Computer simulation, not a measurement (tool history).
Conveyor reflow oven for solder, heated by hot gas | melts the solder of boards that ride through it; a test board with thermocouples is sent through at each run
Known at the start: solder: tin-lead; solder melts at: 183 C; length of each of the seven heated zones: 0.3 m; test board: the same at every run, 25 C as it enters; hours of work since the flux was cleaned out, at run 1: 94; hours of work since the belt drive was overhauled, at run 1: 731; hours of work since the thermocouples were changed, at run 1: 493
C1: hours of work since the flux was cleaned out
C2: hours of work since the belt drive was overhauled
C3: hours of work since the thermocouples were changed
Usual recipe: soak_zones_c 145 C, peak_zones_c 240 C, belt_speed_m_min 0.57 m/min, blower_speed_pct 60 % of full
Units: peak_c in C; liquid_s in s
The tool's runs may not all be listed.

Run 1, hour 0: usual settings; C1 94; C2 731; C3 493. Result: peak_c 223.1 C, liquid_s 53.44 s.
Run 2, hour 27.4: usual settings; C1 114; C2 751; C3 513. Result: peak_c 223 C, liquid_s 53.33 s.
Run 3, hour 70.2: usual settings; C1 145; C2 782; C3 544. Result: peak_c 222.9 C, liquid_s 53.31 s.
Run 4, hour 103.8: usual settings; C1 170; C2 807; C3 569. Result: peak_c 222.5 C, liquid_s 53.18 s.
Run 5, hour 137.7: usual settings; C1 195; C2 832; C3 594. Result: peak_c 222.9 C, liquid_s 53.01 s.
At hour 160.4: flux residue cleaned out of gas plates and filters.
Run 6, hour 176.2: usual settings; C1 12; C2 856; C3 618. Result: peak_c 223.2 C, liquid_s 53.4 s.
Run 7, hour 194.6: usual settings; C1 25; C2 870; C3 632. Result: peak_c 222.9 C, liquid_s 53.37 s.
Run 8, hour 219.3: usual settings but soak_zones_c 142 C; C1 43; C2 888; C3 650. Result: peak_c 222.5 C, liquid_s 51.98 s.
Run 9, hour 245.8: usual settings but soak_zones_c 130 C, peak_zones_c 234 C, blower_speed_pct 63 % of full; C1 63; C2 907; C3 669. Result: peak_c 216 C, liquid_s 45.03 s.
Run 10, hour 284.1: usual settings but belt_speed_m_min 0.674 m/min; C1 91; C2 935; C3 697. Result: peak_c 216.8 C, liquid_s 41.3 s.
Run 11, hour 307.4: usual settings but belt_speed_m_min 0.674 m/min; C1 108; C2 952; C3 714. Result: peak_c 217 C, liquid_s 41.49 s.
Run 12, hour 330.2: usual settings but soak_zones_c 132 C, peak_zones_c 246 C, belt_speed_m_min 0.52 m/min; C1 124; C2 969; C3 731. Result: peak_c 228.6 C, liquid_s 57.93 s.
Run 13, hour 367: usual settings but soak_zones_c 147 C, peak_zones_c 246 C, belt_speed_m_min 0.52 m/min, blower_speed_pct 85 % of full; C1 151; C2 996; C3 758. Result: peak_c 235.3 C, liquid_s 65.38 s.
Run 14, hour 404.3: usual settings but soak_zones_c 147 C, peak_zones_c 246 C, belt_speed_m_min 0.52 m/min, blower_speed_pct 85 % of full; C1 179; C2 1023; C3 785. Result: peak_c 234.7 C, liquid_s 65.24 s.
Run 15, hour 424.3: usual settings but soak_zones_c 154 C, peak_zones_c 246 C, belt_speed_m_min 0.484 m/min, blower_speed_pct 85 % of full; C1 193; C2 1038; C3 800. Result: peak_c 237.1 C, liquid_s 73.21 s.

Each row is a separate what-if for the run after 15, all from the same tool condition, not one after another. Results?
At hour 447.1: flux residue cleaned out of gas plates and filters.
Run A, hour 450.5: usual settings but soak_zones_c 143 C, peak_zones_c 229 C, belt_speed_m_min 0.484 m/min, blower_speed_pct 55 % of full; C1 2; C2 1054; C3 815. Result: peak_c ?, liquid_s ?.
At hour 447.1: flux residue cleaned out of gas plates and filters.
Run B, hour 450.5: usual settings but belt_speed_m_min 0.522 m/min; C1 2; C2 1054; C3 815. Result: peak_c ?, liquid_s ?.
At hour 447.1: flux residue cleaned out of gas plates and filters.
Run C, hour 450.5: usual settings but soak_zones_c 135 C; C1 2; C2 1054; C3 815. Result: peak_c ?, liquid_s ?.

run  peak_c  liquid_s
  A   215.9     58.23
  B   225.5      59.8
  C     221     49.39
Had the tool no hidden state, the same runs would have come out as:
run  peak_c  liquid_s
  A   217.5     58.65
  B   227.1     59.95
  C   222.5     49.67
